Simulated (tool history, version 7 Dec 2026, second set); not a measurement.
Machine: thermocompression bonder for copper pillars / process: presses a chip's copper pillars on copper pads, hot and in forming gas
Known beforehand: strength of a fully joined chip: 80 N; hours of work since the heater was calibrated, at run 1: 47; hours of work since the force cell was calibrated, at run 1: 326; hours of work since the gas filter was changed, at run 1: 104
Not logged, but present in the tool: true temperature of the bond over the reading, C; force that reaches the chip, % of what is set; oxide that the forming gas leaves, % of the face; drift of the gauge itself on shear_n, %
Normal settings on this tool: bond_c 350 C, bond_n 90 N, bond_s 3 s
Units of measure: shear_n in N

run,hour,bond_c,bond_n,bond_s,hours of work since the heater was calibrated,hours of work since the force cell was calibrated,hours of work since the gas filter was changed,shear_n
1,0.0,350,90,3,47,326,104,55.1
2,15.8,350,90,3,56,335,113,54.0
3,43.8,350,90,3,72,351,129,54.4
4,71.8,367,90,3,88,367,145,58.9
5,95.4,350,101,3,101,381,159,57.1
6,115.9,350,101,2,113,392,170,52.4
7,149.0,350,101,2,132,411,189,52.0
8,182.7,327,90,3,151,430,208,47.2
9,200.7,350,90,3,161,440,219,54.4
10,235.3,350,120,3,181,460,238,62.0
11,272.0,350,129,6,202,481,259,67.8
12,298.9,355,90,3,217,496,274,55.2
13,315.4,355,90,3,227,506,284,54.4
14,331.0,355,90,3,235,515,293,54.3
# hour 334.6: heater calibrated with a thermocouple chip
15,362.6,365,134,3,16,531,310,64.8
16,385.1,350,64,7,29,544,322,55.1
# hour 387.7: forming gas filter changed
17,422.2,363,90,4,50,565,20,63.3
18,454.2,340,57,3,68,583,38,40.9
# hour 464.1: heater calibrated with a thermocouple chip, once more
19,483.6,358,82,2,11,599,53,51.2
20,510.5,330,82,2,26,614,69,42.9

Here are 4 independent what-if runs from the current tool condition. What would each one return?
A,527.2,321,82,2,36,624,78,?
B,527.2,330,63,4,36,624,78,?
C,527.2,324,65,2,36,624,78,?
D,527.2,330,82,3,36,624,78,?

run,shear_n
A,40.3
B,45.5
C,35.4
D,47.7
Take away the tool's hidden state, keep each run's random variation, and the runs would have read:
run,shear_n
A,39.8
B,45.0
C,34.9
D,47.2
